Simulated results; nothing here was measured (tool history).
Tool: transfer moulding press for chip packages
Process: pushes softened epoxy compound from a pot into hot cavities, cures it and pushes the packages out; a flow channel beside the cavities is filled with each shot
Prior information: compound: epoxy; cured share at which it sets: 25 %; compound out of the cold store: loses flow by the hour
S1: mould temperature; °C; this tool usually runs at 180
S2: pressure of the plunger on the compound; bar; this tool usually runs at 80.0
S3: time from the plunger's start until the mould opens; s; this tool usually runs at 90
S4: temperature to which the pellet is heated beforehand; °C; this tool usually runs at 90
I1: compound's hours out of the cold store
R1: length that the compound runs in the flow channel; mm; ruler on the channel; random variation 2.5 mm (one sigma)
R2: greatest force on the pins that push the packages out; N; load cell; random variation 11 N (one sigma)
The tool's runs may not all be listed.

run	hour	S1	S2	S3	S4	I1	R1	R2
1	0.0	180	80.0	90	90	27.8	889	504
2	11.5	180	80.0	90	90	33.5	854	628
3	35.7	180	80.0	90	90	23.8	900	803
# hour 44.9: plunger's sealing rings changed
4	52.3	180	80.0	90	90	20.0	966	894
# hour 65.1: cavities cleaned with cleaning compound and waxed
5	70.9	180	80.0	90	90	31.4	894	556
6	93.1	180	80.0	90	90	27.9	908	728
7	107.7	179	80.0	90	90	19.5	957	886
8	120.7	179	80.0	90	90	24.2	922	923
# hour 127.2: cavities cleaned with cleaning compound and waxed
9	135.6	179	80.0	90	90	25.0	920	627
10	153.1	179	80.0	90	90	17.4	965	779
11	164.6	179	80.0	90	90	20.4	950	869
12	179.6	179	80.0	90	90	36.1	853	877
# hour 189.4: cavities cleaned with cleaning compound and waxed
13	201.6	180	88.4	111	90	18.7	998	522
14	222.9	187	88.4	111	85	22.8	938	606

Expected results for the next run?
15	247.2	187	88.4	111	85	34.1	?	?

R1: 872 mm
R2: 711 N
Without the tool's hidden state the same run would have given R1 903 mm, R2 410 N.
